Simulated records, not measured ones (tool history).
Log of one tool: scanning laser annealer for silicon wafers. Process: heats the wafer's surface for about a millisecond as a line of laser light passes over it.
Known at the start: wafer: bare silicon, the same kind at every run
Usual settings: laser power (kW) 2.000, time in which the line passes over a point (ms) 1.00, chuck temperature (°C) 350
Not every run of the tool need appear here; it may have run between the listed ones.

run   hour  laser power (kW)  time in which the line passes over a point (ms)  chuck temperature (°C)  highest temperature of the surface (°C)
  1    0.0             2.000                                             1.00                     350                                     1152
  2   16.5             2.000                                             1.00                     350                                     1151
  3   29.8             2.000                                             0.80                     350                                     1070
  4   42.9             2.000                                             0.80                     314                                     1033
  5   51.8             1.835                                             0.80                     314                                      953
  6   62.4             1.835                                             0.80                     314                                      955
  7   75.3             1.835                                             0.80                     314                                      957
  8   90.7             1.814                                             0.80                     314                                      945
  9  102.5             1.814                                             0.80                     314                                      945
 10  117.3             2.142                                             1.02                     314                                     1196
 11  131.7             1.823                                             1.12                     314                                     1061
 12  142.5             1.823                                             1.12                     314                                     1058
 13  149.7             1.823                                             1.12                     314                                     1058

Below are 3 alternative next runs, each starting from the tool's condition after run 13. Predict each:
  A  159.6             2.000                                             0.78                     350                                        ?
  B  159.6             2.000                                             0.84                     382                                        ?
  C  159.6             1.878                                             1.00                     350                                        ?

run  highest temperature of the surface (°C)
  A                                     1060
  B                                     1114
  C                                     1082
Had the tool no hidden state, the same runs would have come out as:
run  highest temperature of the surface (°C)
  A                                     1074
  B                                     1130
  C                                     1097
